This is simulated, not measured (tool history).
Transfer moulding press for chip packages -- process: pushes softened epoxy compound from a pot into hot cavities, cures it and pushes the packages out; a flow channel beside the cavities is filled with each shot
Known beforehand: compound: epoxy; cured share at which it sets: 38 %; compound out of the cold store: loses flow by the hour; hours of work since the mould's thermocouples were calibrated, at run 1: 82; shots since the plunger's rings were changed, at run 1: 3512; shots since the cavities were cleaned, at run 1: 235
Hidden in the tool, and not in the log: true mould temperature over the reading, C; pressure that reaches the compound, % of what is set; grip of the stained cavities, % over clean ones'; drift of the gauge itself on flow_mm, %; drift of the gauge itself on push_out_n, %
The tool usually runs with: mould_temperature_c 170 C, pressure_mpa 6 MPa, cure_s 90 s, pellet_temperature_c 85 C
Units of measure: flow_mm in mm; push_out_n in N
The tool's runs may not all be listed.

| run | hour | mould_temperature_c | pressure_mpa | cure_s | pellet_temperature_c | hours of work since the mould's thermocouples were calibrated | shots since the plunger's rings were changed | shots since the cavities were cleaned | incoming compound's hours out of the cold store | flow_mm | push_out_n |
|---|---|---|---|---|---|---|---|---|---|---|---|
| 1 | 0 | 170 | 6 | 90 | 85 | 82 | 3512 | 235 | 30 | 932 | 780 |
| 2 | 13.1 | 170 | 6 | 90 | 85 | 87 | 3615 | 338 | 39.2 | 891 | 826 |
| 3 | 22.5 | 170 | 6 | 90 | 82 | 91 | 3689 | 412 | 30.1 | 931 | 872 |
| 4 | 40.6 | 170 | 6 | 90 | 82 | 99 | 3831 | 554 | 42.7 | 876 | 857 |
| 5 | 54.1 | 170 | 6 | 90 | 83 | 105 | 3938 | 661 | 35.8 | 903 | 907 |
|  | 60.6 | cavities cleaned with cleaning compound and waxed |
| 6 | 73.1 | 170 | 6 | 90 | 83 | 113 | 4076 | 98 | 47.3 | 851 | 995 |
| 7 | 92.7 | 170 | 6 | 90 | 83 | 121 | 4230 | 252 | 10.3 | 1025 | 1108 |
| 8 | 109 | 170 | 6 | 90 | 82 | 128 | 4358 | 380 | 44.3 | 866 | 970 |
|  | 125.1 | cavities cleaned with cleaning compound and waxed, once more |
| 9 | 128.3 | 170 | 6 | 90 | 82 | 136 | 4499 | 26 | 36.5 | 895 | 676 |
| 10 | 145.2 | 170 | 4.8 | 90 | 85 | 143 | 4632 | 159 | 20.5 | 859 | 786 |
| 11 | 162.7 | 170 | 6 | 89 | 85 | 151 | 4769 | 296 | 27 | 934 | 855 |
| 12 | 178.7 | 170 | 6 | 89 | 85 | 158 | 4895 | 422 | 17.5 | 988 | 933 |
| 13 | 197.1 | 170 | 6 | 89 | 85 | 166 | 5040 | 567 | 10.9 | 1008 | 998 |
| 14 | 212.4 | 170 | 6 | 89 | 85 | 173 | 5160 | 687 | 30.3 | 912 | 979 |
|  | 215 | cavities cleaned with cleaning compound and waxed |
| 15 | 228.5 | 170 | 6 | 78 | 94 | 179 | 5276 | 107 | 18.5 | 975 | 1027 |
| 16 | 237.9 | 170 | 6 | 74 | 84 | 183 | 5349 | 180 | 13.6 | 989 | 1409 |
| 17 | 249.3 | 170 | 5.48 | 123 | 85 | 188 | 5439 | 270 | 36.1 | 846 | 500 |
| 18 | 266.3 | 170 | 6 | 90 | 92 | 196 | 5573 | 404 | 18.9 | 961 | 879 |
|  | 272.9 | plunger's sealing rings changed |
| 19 | 281.9 | 169 | 6 | 85 | 85 | 201 | 71 | 507 | 42.9 | 903 | 1024 |
| 20 | 292.9 | 169 | 5.21 | 85 | 92 | 206 | 157 | 593 | 22.9 | 926 | 1117 |

Run 21 comes next. What will it give?
|  | 307.4 | cavities cleaned with cleaning compound and waxed |
| 21 | 312.4 | 169 | 5.21 | 85 | 92 | 214 | 299 | 39 | 35.4 | ? | ? |

{"run 21": {"flow_mm": 877, "push_out_n": 824}}
The same run, on a tool lacking any hidden state, would have yielded flow_mm 878 mm, push_out_n 745 N.
